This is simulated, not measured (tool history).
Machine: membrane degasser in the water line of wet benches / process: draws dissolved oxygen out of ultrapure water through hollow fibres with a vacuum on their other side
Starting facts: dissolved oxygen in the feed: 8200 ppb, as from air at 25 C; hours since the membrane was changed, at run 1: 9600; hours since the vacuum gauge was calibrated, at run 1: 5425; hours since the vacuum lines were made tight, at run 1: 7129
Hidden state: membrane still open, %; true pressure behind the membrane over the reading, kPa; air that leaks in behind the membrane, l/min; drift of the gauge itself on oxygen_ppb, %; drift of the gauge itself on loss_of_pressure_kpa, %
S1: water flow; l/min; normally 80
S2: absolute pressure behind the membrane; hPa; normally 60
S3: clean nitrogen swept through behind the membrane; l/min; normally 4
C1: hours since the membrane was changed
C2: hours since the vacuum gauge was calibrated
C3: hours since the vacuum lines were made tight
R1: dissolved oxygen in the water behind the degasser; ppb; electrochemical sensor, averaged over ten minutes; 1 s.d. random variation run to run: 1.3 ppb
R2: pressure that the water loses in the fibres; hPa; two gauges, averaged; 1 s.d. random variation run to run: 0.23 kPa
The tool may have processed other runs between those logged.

run    hour   S1     S2     S3     C1    C2     C3     R1     R2
  1       0   80     60      4   9600  5425   7129  131.2    574
  2   250.6   80     60      4   9851  5675   7380  133.1  572.4
  3   424.7   89     60      4  10025  5849   7554  150.6    633
  4   649.5   80     60   3.26  10250  6074   7779  154.9  574.4
  5   855.8   80     60   3.26  10456  6280   7985  156.4  568.7
  6  1100.1   80     60   3.26  10700  6525   8229  152.6    574
  7  1325.6   80     60   3.26  10926  6750   8455  155.4  570.6
  8  1537.8   80     60      4  11138  6962   8667  132.1  573.8
  9  1701.5   80     60      4  11301  7126   8831    134  567.7
 10  1869.6   80     60      4  11470  7294   8999  132.6  569.3
 11  2032.5   80   52.1      4  11633  7457   9162   96.9  566.7
 12  2160.5   80     60    1.7  11761  7585   9290  255.2  569.2
 13  2330.7   80     60    1.7  11931  7755   9460  257.4  569.6
 14  2562.5   80     60    1.7  12163  7987   9692  260.2  565.6
 15    2725   80   98.9      4  12325  8150   9854  292.5  574.2
 16  2926.7  100     60      4  12527  8351  10056  169.9  715.9
 17  3057.4   56  135.9   8.38  12657  8482  10186  163.4  399.6
 18  3278.4   49   36.6   8.38  12878  8703  10407    7.4  350.1
 19  3400.6   83   79.7   7.41  13001  8825  10530  132.5  590.3
     3486.6  -- vacuum gauge calibrated
 20    3527   83   79.7   7.41  13127    40  10656  133.7  592.6
 21  3748.5   94   50.1      4  13348   262  10877  109.4    670
 22  3961.1   53   81.3  11.62  13561   475  11090   54.3  379.5
 23  4200.9   53   81.3  11.62  13800   714  11329   55.3  375.6
 24  4311.3   61   81.3  11.62  13911   825  11440   64.7  430.9
 25  4477.6   89   49.6   2.51  14077   991  11606  139.2  639.5
 26  4587.1  112  132.9   2.49  14187  1101  11716  849.2  796.5
 27  4853.2   68   51.8   1.86  14453  1367  11982  148.5  480.4
 28  5098.9   68   51.8   1.86  14698  1612  12227  151.2  485.2
 29  5257.2   66   62.8   1.86  14857  1771  12386    221  469.5
     5311.8  -- seals of the vacuum lines changed
 30  5491.9  122   40.7   5.05  15089  2003    180   95.2  870.9
 31  5743.8   78   40.7   6.81  15341  2255    432   31.4  556.8

What differs in the tool's unlogged condition from the final listed run ahead of each entry between runs to the first listed run following it?
Run 19 -> run 20: vacuum gauge calibrated (hour 3486.6)
  true pressure behind the membrane over the reading, kPa: 0.01 -> 0
Run 29 -> run 30: seals of the vacuum lines changed (hour 5311.8)
  air that leaks in behind the membrane, l/min: 0.0022 -> 0.002

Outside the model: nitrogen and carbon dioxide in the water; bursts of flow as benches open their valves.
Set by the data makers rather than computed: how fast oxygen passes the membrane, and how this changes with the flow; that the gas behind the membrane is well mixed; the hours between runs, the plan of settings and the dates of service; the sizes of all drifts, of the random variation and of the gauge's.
